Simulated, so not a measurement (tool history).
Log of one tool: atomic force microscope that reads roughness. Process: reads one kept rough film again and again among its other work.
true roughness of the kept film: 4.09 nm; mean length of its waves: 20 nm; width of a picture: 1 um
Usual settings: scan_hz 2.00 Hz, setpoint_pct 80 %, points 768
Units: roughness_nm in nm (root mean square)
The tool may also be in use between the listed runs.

| run | hour | scan_hz | setpoint_pct | points | roughness_nm |
|---|---|---|---|---|---|
| 1 | 0.0 | 2.00 | 80 | 768 | 2.581 |
|  | 6.3 | new tip fitted |
| 2 | 18.1 | 2.00 | 65 | 768 | 2.899 |
| 3 | 37.7 | 2.00 | 80 | 768 | 2.618 |
| 4 | 54.0 | 2.00 | 80 | 768 | 2.615 |
| 5 | 76.9 | 2.00 | 80 | 768 | 2.605 |
| 6 | 101.4 | 2.00 | 80 | 768 | 2.611 |
| 7 | 118.4 | 2.00 | 80 | 841 | 2.606 |
| 8 | 135.0 | 2.00 | 83 | 768 | 2.534 |
| 9 | 149.9 | 2.00 | 64 | 768 | 2.917 |
| 10 | 168.2 | 2.00 | 80 | 768 | 2.602 |
| 11 | 183.6 | 2.00 | 80 | 350 | 2.538 |
| 12 | 201.5 | 2.00 | 80 | 350 | 2.567 |
| 13 | 215.4 | 2.00 | 80 | 331 | 2.552 |
| 14 | 227.2 | 2.00 | 80 | 331 | 2.552 |
| 15 | 249.9 | 2.00 | 80 | 331 | 2.543 |
|  | 269.8 | new tip fitted |
| 16 | 270.2 | 2.00 | 80 | 768 | 2.590 |
| 17 | 288.4 | 2.00 | 80 | 863 | 2.612 |
| 18 | 305.6 | 2.00 | 80 | 768 | 2.605 |
| 19 | 325.6 | 2.00 | 69 | 768 | 2.831 |
| 20 | 339.6 | 2.00 | 69 | 768 | 2.840 |
| 21 | 356.2 | 3.14 | 69 | 768 | 2.646 |
| 22 | 371.2 | 3.14 | 69 | 768 | 2.661 |
| 23 | 390.8 | 2.00 | 80 | 768 | 2.606 |
| 24 | 404.8 | 2.98 | 80 | 768 | 2.394 |
| 25 | 420.9 | 2.00 | 80 | 768 | 2.607 |
| 26 | 434.9 | 2.00 | 80 | 768 | 2.612 |
| 27 | 446.9 | 2.00 | 67 | 657 | 2.862 |
| 28 | 463.5 | 1.11 | 67 | 657 | 2.965 |
| 29 | 476.3 | 2.00 | 60 | 768 | 2.961 |
| 30 | 495.1 | 2.00 | 60 | 978 | 2.989 |
| 31 | 518.4 | 2.00 | 60 | 978 | 2.960 |
|  | 532.2 | new tip fitted |
| 32 | 541.8 | 0.85 | 85 | 672 | 2.825 |
| 33 | 565.2 | 0.56 | 85 | 690 | 2.924 |
| 34 | 587.6 | 1.91 | 80 | 325 | 2.582 |
| 35 | 602.3 | 3.49 | 68 | 768 | 2.640 |
| 36 | 617.1 | 3.49 | 68 | 392 | 2.612 |
| 37 | 629.4 | 3.49 | 68 | 392 | 2.616 |
| 38 | 644.0 | 2.49 | 90 | 768 | 2.223 |
| 39 | 663.4 | 1.46 | 65 | 786 | 2.982 |
| 40 | 680.9 | 3.50 | 68 | 553 | 2.625 |
| 41 | 691.1 | 3.50 | 68 | 553 | 2.643 |
| 42 | 703.7 | 2.00 | 72 | 610 | 2.752 |
| 43 | 720.5 | 2.00 | 81 | 657 | 2.567 |
| 44 | 731.5 | 2.00 | 81 | 657 | 2.589 |
| 45 | 749.5 | 2.64 | 61 | 768 | 2.887 |
| 46 | 761.3 | 0.54 | 59 | 345 | 3.056 |
| 47 | 784.9 | 0.54 | 59 | 345 | 3.058 |
|  | 795.8 | new tip fitted |
| 48 | 798.3 | 1.80 | 72 | 704 | 2.825 |
| 49 | 820.9 | 2.00 | 80 | 574 | 2.593 |
| 50 | 841.3 | 1.19 | 80 | 865 | 2.811 |
| 51 | 866.0 | 2.00 | 76 | 362 | 2.665 |

Measured less the same run without the tool's hidden state. The same run-to-run variation is in both; the gauge's scatter may not be:
The hidden state here: radius of the tip, nm; height scale over the true one, %; drift of the gauge itself on roughness_nm, %.
| run | roughness_nm |
|---|---|
| 1 | -0.014 |
| 2 | -0.001 |
| 3 | -0.002 |
| 4 | -0.003 |
| 5 | -0.003 |
| 6 | -0.005 |
| 7 | -0.005 |
| 8 | -0.006 |
| 9 | -0.008 |
| 10 | -0.008 |
| 11 | -0.009 |
| 12 | -0.009 |
| 13 | -0.010 |
| 14 | -0.011 |
| 15 | -0.012 |
| 16 | -0.001 |
| 17 | -0.001 |
| 18 | -0.002 |
| 19 | -0.004 |
| 20 | -0.004 |
| 21 | -0.005 |
| 22 | -0.005 |
| 23 | -0.006 |
| 24 | -0.006 |
| 25 | -0.008 |
| 26 | -0.008 |
| 27 | -0.010 |
| 28 | -0.011 |
| 29 | -0.012 |
| 30 | -0.013 |
| 31 | -0.014 |
| 32 | -0.001 |
| 33 | -0.002 |
| 34 | -0.003 |
| 35 | -0.004 |
| 36 | -0.004 |
| 37 | -0.005 |
| 38 | -0.006 |
| 39 | -0.008 |
| 40 | -0.008 |
| 41 | -0.008 |
| 42 | -0.009 |
| 43 | -0.010 |
| 44 | -0.010 |
| 45 | -0.012 |
| 46 | -0.014 |
| 47 | -0.015 |
| 48 | -0.001 |
| 49 | -0.001 |
| 50 | -0.003 |
| 51 | -0.004 |

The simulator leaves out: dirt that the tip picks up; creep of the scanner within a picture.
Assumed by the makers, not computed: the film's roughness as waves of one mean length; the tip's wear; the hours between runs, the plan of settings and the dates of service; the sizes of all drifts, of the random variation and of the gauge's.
